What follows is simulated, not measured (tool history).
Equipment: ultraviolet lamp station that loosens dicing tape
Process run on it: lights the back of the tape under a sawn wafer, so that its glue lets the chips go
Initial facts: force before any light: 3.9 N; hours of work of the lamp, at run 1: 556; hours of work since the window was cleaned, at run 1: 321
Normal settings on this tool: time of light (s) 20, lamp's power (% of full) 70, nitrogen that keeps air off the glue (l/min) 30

run     day  time of light (s)  lamp's power (% of full)  nitrogen that keeps air off the glue (l/min)  hours of work of the lamp  hours of work since the window was cleaned  force that peels the tape off (N)  light that reached the tape (J/m2)
  1       0                 20                        70                                            30                        556                                         321                              0.321                                2410
  2   0.779                 20                        70                                            17                        571                                         335                              0.471                                2380
  3   1.225                 20                        70                                            17                        579                                         343                              0.473                                2380
  4   1.754                 20                        70                                            17                        589                                         353                              0.483                                2350
  5   2.296                 20                        70                                            30                        599                                         363                               0.33                                2350
  6   2.842                 20                        70                                            30                        609                                         373                              0.351                                2330
  7   3.846                 20                        70                                            30                        627                                         392                              0.334                                2270
  8   4.708                 20                        70                                            30                        643                                         408                              0.368                                2290
  9   5.262                 20                        70                                            30                        653                                         418                              0.353                                2280
 10   6.212                 20                        70                                            30                        671                                         435                              0.384                                2230
 11   7.096                 35                        70                                            30                        687                                         452                              0.205                                3940
 12   7.908                 35                        70                                            17                        702                                         467                              0.252                                3880
      8.438  -- lamp changed
      8.604  -- window cleaned of glue's vapour
 13   8.971                 35                        70                                            17                          9                                           7                              0.216                                4990
 14   9.542                 35                        70                                            17                         20                                          17                              0.205                                4960
 15  10.025                 20                        70                                            30                         29                                          26                              0.281                                2770
     10.767  -- window cleaned of glue's vapour, once more
 16  11.029                 20                        70                                            30                         47                                           5                              0.246                                3070
 17  11.667                 35                        71                                            60                         59                                          17                              0.185                                5360
 18  12.458                 15                        71                                            42                         74                                          31                              0.272                                2310
 19    13.1                 37                        70                                            10                         85                                          43                              0.227                                5570
 20  14.025                 11                        89                                            10                        103                                          60                              0.827                                2070
 21  14.538                 20                        70                                            30                        112                                          70                              0.264                                2990
 22  15.104                 18                        79                                            44                        122                                          80                              0.216                                3010
 23  15.608                 11                        89                                            17                        132                                          89                              0.606                                2070
 24  16.554                 30                        86                                            13                        149                                         107                              0.207                                5310
 25  17.608                 30                        86                                            13                        169                                         126                              0.219                                5320
 26  18.329                 36                        70                                            28                        182                                         140                              0.197                                5110
 27  19.421                 20                        62                                            23                        202                                         160                              0.374                                2490
 28  20.196                 20                        70                                            30                        217                                         174                              0.268                                2820
 29  21.154                 20                        70                                            30                        234                                         192                              0.274                                2770
 30  21.692                 20                        70                                            30                        244                                         202                              0.267                                2760
 31  22.396                 20                        70                                            30                        257                                         215                              0.289                                2770
 32  23.375                 20                        70                                            30                        275                                         233                              0.287                                2730

What if the next run were any one of these 5? Each begins from the tool's condition after run 32:
  A  23.958                 20                        63                                            15                        286                                         244                                  ?                                   ?
  B  23.958                 11                        88                                            30                        286                                         244                                  ?                                   ?
  C  23.958                 26                        91                                            42                        286                                         244                                  ?                                   ?
  D  23.958                 13                        92                                            28                        286                                         244                                  ?                                   ?
  E  23.958                 20                        61                                            30                        286                                         244                                  ?                                   ?

run  force that peels the tape off (N)  light that reached the tape (J/m2)
  A                              0.509                                2380
  B                              0.486                                1870
  C                              0.195                                4570
  D                              0.376                                2310
  E                              0.337                                2320
Take away the tool's hidden state, keep each run's random variation, and the runs would have read:
run  force that peels the tape off (N)  light that reached the tape (J/m2)
  A                                0.4                                2800
  B                              0.381                                2190
  C                              0.193                                5350
  D                              0.302                                2700
  E                              0.274                                2730
